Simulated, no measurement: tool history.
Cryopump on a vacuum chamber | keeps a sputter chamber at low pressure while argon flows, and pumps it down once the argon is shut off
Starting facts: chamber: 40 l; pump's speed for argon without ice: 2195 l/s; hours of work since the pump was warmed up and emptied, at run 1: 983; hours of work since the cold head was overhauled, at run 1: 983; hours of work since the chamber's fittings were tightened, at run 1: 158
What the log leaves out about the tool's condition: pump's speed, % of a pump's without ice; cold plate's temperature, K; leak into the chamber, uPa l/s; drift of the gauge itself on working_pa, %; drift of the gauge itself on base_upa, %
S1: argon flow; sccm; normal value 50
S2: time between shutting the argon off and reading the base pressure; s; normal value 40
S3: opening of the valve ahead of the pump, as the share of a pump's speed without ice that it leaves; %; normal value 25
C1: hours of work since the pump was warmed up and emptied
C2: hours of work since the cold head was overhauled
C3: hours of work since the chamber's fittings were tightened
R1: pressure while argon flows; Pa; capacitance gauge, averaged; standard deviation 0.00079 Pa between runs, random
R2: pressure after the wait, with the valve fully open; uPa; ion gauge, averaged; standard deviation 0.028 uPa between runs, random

run	hour	S1	S2	S3	C1	C2	C3	R1	R2
1	0	50	40	25	983	983	158	0.17	1.52
2	16.2	50	40	25	995	995	170	0.1705	1.53
3	51.9	51	40	25	1022	1022	196	0.1742	1.49
4	77.2	51	40	25	1041	1041	215	0.1765	1.56
5	101.4	82	40	25	1059	1059	233	0.2827	1.61
6	136.4	82	40	25	1085	1085	259	0.2843	1.53
# hour 161.1: pump warmed up, emptied and cooled again
7	178.3	82	40	25	13	1112	287	0.2538	1.51
8	208.4	82	40	25	35	1135	309	0.2572	1.5
9	245.9	82	40	25	63	1163	337	0.2576	1.52
10	264.3	82	40	25	77	1176	351	0.2559	1.5
11	298	50	40	25	102	1202	376	0.1567	1.56
12	319.5	21	40	25	118	1218	392	0.0651	1.53
13	345.5	50	40	25	137	1237	411	0.156	1.55
14	369	50	40	25	155	1254	429	0.1565	1.6
15	393.4	50	40	25	173	1273	447	0.1574	1.59
16	415.7	50	40	25	190	1289	464	0.1584	1.56
17	433.9	50	40	25	203	1303	477	0.1575	1.57
18	462.8	50	40	25	225	1324	499	0.1583	1.61
19	485	26	40	26	241	1341	515	0.0798	1.66
20	514.7	86	40	49	264	1363	537	0.1433	1.62
21	543.4	68	36	54	285	1384	559	0.1025	1.79
22	562	68	36	54	299	1398	573	0.1027	1.81
23	600.9	68	35	15	328	1427	602	0.3561	1.81
24	628.4	68	35	15	348	1448	622	0.3598	1.81
25	657.2	23	199	18	370	1469	644	0.1016	0.78
26	676.1	50	40	27	384	1483	658	0.1483	1.74
27	702.1	36	141	58	403	1503	677	0.0527	0.86
28	732	92	47	25	425	1525	699	0.2965	1.64
29	765.3	50	159	25	450	1550	724	0.162	0.9
30	795.4	43	28	23	473	1572	746	0.1491	2.34
31	829.9	43	202	23	498	1598	772	0.1505	0.86
32	853.5	43	202	23	516	1616	790	0.1525	0.91
33	884.2	26	38	25	539	1638	813	0.0841	1.97
34	914.2	50	40	54	561	1661	835	0.0813	1.91

What if the next run were any one of these 3? Each begins from the tool's condition after run 34:
A	950.2	22	70	22	588	1688	862	?	?
B	950.2	30	40	25	588	1688	862	?	?
C	950.2	77	146	25	588	1688	862	?	?

run	R1	R2
A	0.0806	1.39
B	0.099	1.93
C	0.2523	1.07
Without the tool's unlogged condition, the same runs would have read:
run	R1	R2
A	0.0764	0.8
B	0.0931	1.33
C	0.2374	0.49

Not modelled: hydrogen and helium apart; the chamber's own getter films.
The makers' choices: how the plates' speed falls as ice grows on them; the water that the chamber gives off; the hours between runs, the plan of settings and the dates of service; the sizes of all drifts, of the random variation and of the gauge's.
